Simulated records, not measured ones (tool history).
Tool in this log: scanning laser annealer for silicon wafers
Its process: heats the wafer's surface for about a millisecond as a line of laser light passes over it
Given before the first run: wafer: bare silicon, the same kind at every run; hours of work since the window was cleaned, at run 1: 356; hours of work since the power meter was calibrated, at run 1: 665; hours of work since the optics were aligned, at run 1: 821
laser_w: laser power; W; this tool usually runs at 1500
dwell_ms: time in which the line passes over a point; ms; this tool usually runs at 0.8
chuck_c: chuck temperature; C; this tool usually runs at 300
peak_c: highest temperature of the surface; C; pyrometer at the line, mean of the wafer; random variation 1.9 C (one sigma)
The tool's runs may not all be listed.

run,hour,laser_w,dwell_ms,chuck_c,hours of work since the window was cleaned,hours of work since the power meter was calibrated,hours of work since the optics were aligned,peak_c
1,0,1500,0.8,300,356,665,821,1103
2,25.3,1500,0.8,300,373,683,838,1101
3,45.2,1611,0.8,300,387,697,852,1178
4,63.7,1622,0.8,300,400,710,865,1185
5,82.8,1500,0.8,300,413,723,878,1105
6,104.1,1500,0.8,300,428,738,893,1103
# hour 130.6: optics aligned, line set to its width
7,137.1,1500,0.775,300,447,757,4,1087
# hour 149.5: window over the wafer cleaned
8,152.7,1500,0.775,300,2,766,14,1089
9,176.6,1582,0.8,300,19,783,30,1163
10,198,1582,0.8,300,34,798,45,1159
11,214,1582,0.8,300,45,809,56,1163
12,235.2,1582,0.8,300,59,824,71,1164
13,254.1,1500,0.638,300,72,837,84,1008
14,277.3,1500,0.638,300,89,853,100,1010
15,300.6,1284,0.8,300,105,869,116,960
16,315.2,1284,0.8,300,115,879,127,958
17,342.8,1500,0.8,300,134,898,146,1107
18,363.6,1500,0.827,300,148,913,160,1118
19,392.5,1500,0.827,300,168,933,180,1120
20,417.7,1500,0.827,300,186,950,198,1124
21,434,1500,0.8,300,197,961,209,1101
22,461.1,1500,0.8,300,216,980,228,1102

What does the tool deliver on the next run?
23,489.5,1564,0.586,300,236,1000,247,?

Logged for run 23: peak_c 1012 C.
Take away the tool's hidden state, keep the run-to-run variation as it was, and the same run would have given peak_c 1013 C.
